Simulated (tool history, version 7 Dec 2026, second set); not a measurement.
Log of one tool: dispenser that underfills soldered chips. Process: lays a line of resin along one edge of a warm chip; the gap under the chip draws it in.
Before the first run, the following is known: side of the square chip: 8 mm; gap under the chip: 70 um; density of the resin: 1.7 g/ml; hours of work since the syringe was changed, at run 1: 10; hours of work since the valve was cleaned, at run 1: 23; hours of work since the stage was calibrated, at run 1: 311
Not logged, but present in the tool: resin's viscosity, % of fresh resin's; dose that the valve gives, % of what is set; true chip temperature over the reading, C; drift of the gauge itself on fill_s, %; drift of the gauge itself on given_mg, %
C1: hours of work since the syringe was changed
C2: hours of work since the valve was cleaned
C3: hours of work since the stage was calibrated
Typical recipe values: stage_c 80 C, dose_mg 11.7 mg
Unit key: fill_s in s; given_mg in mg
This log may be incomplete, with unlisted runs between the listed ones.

run 1 hour=0.0 | stage_c=80 dose_mg=11.7 | C1=10 C2=23 C3=311 | fill_s=103.2 given_mg=11.44
-- hour=2.5 new syringe of resin
run 2 hour=8.8 | stage_c=80 dose_mg=11.7 | C1=4 C2=29 C3=317 | fill_s=85.9 given_mg=11.44
run 3 hour=15.8 | stage_c=80 dose_mg=11.7 | C1=9 C2=33 C3=322 | fill_s=102.2 given_mg=11.32
-- hour=19.2 new syringe of resin
run 4 hour=28.5 | stage_c=78 dose_mg=11.7 | C1=6 C2=42 C3=330 | fill_s=101.3 given_mg=11.15
-- hour=36.3 new syringe of resin
run 5 hour=38.4 | stage_c=78 dose_mg=11.7 | C1=1 C2=48 C3=337 | fill_s=85.2 given_mg=11.14
run 6 hour=49.6 | stage_c=78 dose_mg=11.7 | C1=9 C2=56 C3=344 | fill_s=110.3 given_mg=11.13
-- hour=52.5 new syringe of resin
run 7 hour=64.4 | stage_c=78 dose_mg=11.7 | C1=8 C2=66 C3=354 | fill_s=108.3 given_mg=11.02
-- hour=69.2 new syringe of resin
run 8 hour=74.7 | stage_c=78 dose_mg=11.7 | C1=4 C2=72 C3=360 | fill_s=93.0 given_mg=10.75

Predict the results of run 9:
run 9 hour=83.2 | stage_c=84 dose_mg=14.3 | C1=9 C2=78 C3=366 | fill_s=? given_mg=?

Run 9 measured fill_s 82.6 s, given_mg 13.26 mg.
With the hidden condition absent and the run-to-run variation left alone, this run would have shown fill_s 57.9 s, given_mg 14.36 mg.
